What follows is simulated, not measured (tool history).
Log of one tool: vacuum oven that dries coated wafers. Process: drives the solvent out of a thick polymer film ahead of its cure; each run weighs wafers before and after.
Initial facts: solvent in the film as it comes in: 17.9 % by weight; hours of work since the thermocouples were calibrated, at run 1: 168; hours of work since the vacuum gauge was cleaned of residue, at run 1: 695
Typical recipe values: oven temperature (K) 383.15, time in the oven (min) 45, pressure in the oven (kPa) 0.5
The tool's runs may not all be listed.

run     day  oven temperature (K)  time in the oven (min)  pressure in the oven (kPa)  hours of work since the thermocouples were calibrated  hours of work since the vacuum gauge was cleaned of residue  solvent left in the film (%)
  1       0                383.15                      45                         0.5                                                    168                                                          695                          1.73
  2   0.675                383.15                      48                         0.5                                                    180                                                          707                          1.61
  3    1.25                383.15                      45                         0.5                                                    190                                                          717                          1.75
  4   1.654                380.15                      45                         0.5                                                    197                                                          724                          2.45
  5   2.004                380.15                      45                         0.5                                                    203                                                          730                          2.45
  6   2.546                380.15                      45                         0.5                                                    213                                                          739                          2.47
  7   2.975                383.15                      45                       0.357                                                    220                                                          747                          1.63
  8   3.496                383.15                      45                       0.357                                                    229                                                          756                          1.65
  9   4.217                383.15                      26                         0.5                                                    242                                                          768                          3.84
 10   5.004                383.15                      26                         0.5                                                    255                                                          782                          3.84
 11   5.592                383.15                      26                         0.5                                                    266                                                          792                          3.84
 12   6.375                383.15                      45                         0.5                                                    279                                                          806                          1.79
 13   6.825                383.15                      45                         0.5                                                    287                                                          814                          1.76
 14   7.654                383.15                      45                       0.849                                                    301                                                          828                          2.06
 15   8.288                383.15                      45                       0.849                                                    312                                                          839                          2.04
 16   8.846                383.15                      45                       0.849                                                    322                                                          849                          2.06
 17   9.229                383.15                      45                       0.849                                                    329                                                          855                          2.07
 18   9.983                390.15                      72                       1.882                                                    342                                                          868                          1.54
 19  10.371                378.15                      24                       1.437                                                    349                                                          875                          6.62
 20  10.725                378.15                      24                       1.437                                                    355                                                          881                          6.58
 21  11.362                370.15                      46                       0.771                                                    366                                                          892                          5.89
 22  11.958                389.15                      77                       0.804                                                    376                                                          903                          0.85
 23  12.742                390.15                      24                       0.592                                                    390                                                          916                          2.24
 24  13.092                390.15                      24                       0.592                                                    396                                                          922                          2.24
 25  13.558                390.15                      24                       0.592                                                    404                                                          930                          2.24
 26  14.379                392.15                      33                       0.722                                                    418                                                          945                          1.18
 27  14.833                369.15                      63                         0.5                                                    426                                                          953                          4.57
 28  15.675                368.15                      42                        0.65                                                    441                                                          967                             7
 29  16.371                383.15                      45                        0.67                                                    453                                                          979                          1.93
 30  17.025                383.15                      25                         0.5                                                    464                                                          991                          4.03
 31  17.688                383.15                      25                         0.5                                                    476                                                         1002                          4.02
 32  18.188                382.15                      35                       0.856                                                    484                                                         1011                          3.13
 33  18.754                382.15                      35                       0.856                                                    494                                                         1021                          3.13

Branching from run 33: 4 alternative next runs. What would each branch give?
     19.208  -- vacuum gauge cleaned of residue and calibrated
  A  19.367                383.15                      33                         0.5                                                    504                                                            3                             ?
     19.208  -- vacuum gauge cleaned of residue and calibrated
  B  19.367                396.15                      34                       0.515                                                    504                                                            3                             ?
     19.208  -- vacuum gauge cleaned of residue and calibrated
  C  19.367                370.15                      73                       0.856                                                    504                                                            3                             ?
     19.208  -- vacuum gauge cleaned of residue and calibrated
  D  19.367                386.15                      32                       0.856                                                    504                                                            3                             ?

run  solvent left in the film (%)
  A                          2.45
  B                          0.42
  C                          3.36
  D                          2.05
Without the tool's hidden state the same runs would have given:
run  solvent left in the film (%)
  A                          2.56
  B                          0.44
  C                          3.48
  D                          2.14

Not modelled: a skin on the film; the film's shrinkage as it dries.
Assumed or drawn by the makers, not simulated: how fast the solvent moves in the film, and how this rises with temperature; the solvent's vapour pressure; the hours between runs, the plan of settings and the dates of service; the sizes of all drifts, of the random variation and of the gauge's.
